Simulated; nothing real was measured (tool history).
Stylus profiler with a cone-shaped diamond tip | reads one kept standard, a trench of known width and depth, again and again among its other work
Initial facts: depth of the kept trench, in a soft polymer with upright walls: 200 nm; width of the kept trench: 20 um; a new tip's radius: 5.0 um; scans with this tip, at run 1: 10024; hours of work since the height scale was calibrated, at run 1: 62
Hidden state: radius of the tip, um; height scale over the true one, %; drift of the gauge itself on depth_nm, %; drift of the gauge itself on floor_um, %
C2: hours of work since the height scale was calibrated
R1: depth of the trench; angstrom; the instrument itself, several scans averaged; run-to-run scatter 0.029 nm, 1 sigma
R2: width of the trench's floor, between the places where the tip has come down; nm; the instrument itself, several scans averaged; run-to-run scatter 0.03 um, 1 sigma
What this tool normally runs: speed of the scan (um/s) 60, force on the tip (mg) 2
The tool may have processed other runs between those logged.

{"run": 1, "day": 0.0, "speed of the scan (um/s)": 60, "force on the tip (mg)": 2, "scans with this tip": 10024, "C2": 62, "R1": 2028.5, "R2": 15770}
{"run": 2, "day": 1.404, "speed of the scan (um/s)": 60, "force on the tip (mg)": 2, "scans with this tip": 10189, "C2": 79, "R1": 2028, "R2": 15830}
{"run": 3, "day": 3.5, "speed of the scan (um/s)": 210, "force on the tip (mg)": 2, "scans with this tip": 10436, "C2": 103, "R1": 2028.6, "R2": 15200}
{"run": 4, "day": 5.175, "speed of the scan (um/s)": 60, "force on the tip (mg)": 3.56, "scans with this tip": 10633, "C2": 123, "R1": 2041.3, "R2": 15780}
{"run": 5, "day": 7.346, "speed of the scan (um/s)": 60, "force on the tip (mg)": 3.56, "scans with this tip": 10888, "C2": 149, "R1": 2041.7, "R2": 15780}
{"run": 6, "day": 9.204, "speed of the scan (um/s)": 60, "force on the tip (mg)": 3.56, "scans with this tip": 11107, "C2": 171, "R1": 2041.9, "R2": 15750}
{"run": 7, "day": 10.921, "speed of the scan (um/s)": 60, "force on the tip (mg)": 3.9, "scans with this tip": 11309, "C2": 192, "R1": 2044.5, "R2": 15760}
{"run": 8, "day": 12.042, "speed of the scan (um/s)": 60, "force on the tip (mg)": 3.9, "scans with this tip": 11441, "C2": 205, "R1": 2044.6, "R2": 15740}
{"run": 9, "day": 14.621, "speed of the scan (um/s)": 60, "force on the tip (mg)": 3.9, "scans with this tip": 11744, "C2": 235, "R1": 2044.7, "R2": 15670}
{"run": 10, "day": 16.8, "speed of the scan (um/s)": 60, "force on the tip (mg)": 3.9, "scans with this tip": 12001, "C2": 261, "R1": 2044.7, "R2": 15670}
{"run": 11, "day": 18.946, "speed of the scan (um/s)": 60, "force on the tip (mg)": 3.9, "scans with this tip": 12253, "C2": 287, "R1": 2045.7, "R2": 15660}
{"run": 12, "day": 21.308, "speed of the scan (um/s)": 60, "force on the tip (mg)": 3.9, "scans with this tip": 12531, "C2": 315, "R1": 2045.5, "R2": 15650}

3 options for the next run, each taken on its own from the tool as it stands now. Forecast them:
{"run": "A", "day": 22.808, "speed of the scan (um/s)": 60, "force on the tip (mg)": 3.9, "scans with this tip": 12707, "C2": 333, "R1": "?", "R2": "?"}
{"run": "B", "day": 22.808, "speed of the scan (um/s)": 15, "force on the tip (mg)": 1.48, "scans with this tip": 12707, "C2": 333, "R1": "?", "R2": "?"}
{"run": "C", "day": 22.808, "speed of the scan (um/s)": 60, "force on the tip (mg)": 1.24, "scans with this tip": 12707, "C2": 333, "R1": "?", "R2": "?"}

run=A R1=2045.3 R2=15660
run=B R1=2025.1 R2=15700
run=C R1=2022.5 R2=15450
Without the tool's hidden state the same runs would have given:
run=A R1=2042.7 R2=17060
run=B R1=2022.5 R2=17110
run=C R1=2019.9 R2=16860
